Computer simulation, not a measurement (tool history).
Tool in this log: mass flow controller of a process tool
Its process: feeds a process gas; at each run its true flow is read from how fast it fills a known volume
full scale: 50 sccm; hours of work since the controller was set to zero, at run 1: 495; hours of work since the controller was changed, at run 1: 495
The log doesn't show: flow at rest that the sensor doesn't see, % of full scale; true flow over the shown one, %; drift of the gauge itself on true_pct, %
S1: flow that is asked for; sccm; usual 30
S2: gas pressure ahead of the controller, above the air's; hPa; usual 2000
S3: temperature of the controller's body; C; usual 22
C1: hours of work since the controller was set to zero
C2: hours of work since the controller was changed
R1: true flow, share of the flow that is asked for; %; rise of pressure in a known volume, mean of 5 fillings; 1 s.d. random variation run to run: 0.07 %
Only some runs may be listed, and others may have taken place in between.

run 1 hour=0 | S1=30 S2=2000 S3=22 | C1=495 C2=495 | R1=98.74
run 2 hour=229.2 | S1=30 S2=2000 S3=22 | C1=624 C2=624 | R1=99.04
run 3 hour=506.1 | S1=30 S2=2000 S3=22 | C1=779 C2=779 | R1=99.21
run 4 hour=748 | S1=30 S2=2000 S3=22 | C1=915 C2=915 | R1=99.24
run 5 hour=973.6 | S1=30 S2=2000 S3=22 | C1=1041 C2=1041 | R1=99.47
run 6 hour=1240.5 | S1=30 S2=2000 S3=22 | C1=1191 C2=1191 | R1=99.58
run 7 hour=1386.8 | S1=33 S2=2780 S3=22 | C1=1273 C2=1273 | R1=99.82
run 8 hour=1572.4 | S1=5 S2=2700 S3=22 | C1=1378 C2=1378 | R1=98.22
run 9 hour=1751.5 | S1=5 S2=2700 S3=22 | C1=1478 C2=1478 | R1=98.02

Run 10 comes next. What will it give?
run 10 hour=2018.1 | S1=30 S2=2270 S3=24 | C1=1628 C2=1628 | R1=?

Run 10 produced R1 99.98 %.
If the tool had no hidden condition, the same run with the same run-to-run variation would have returned R1 98.64 %.
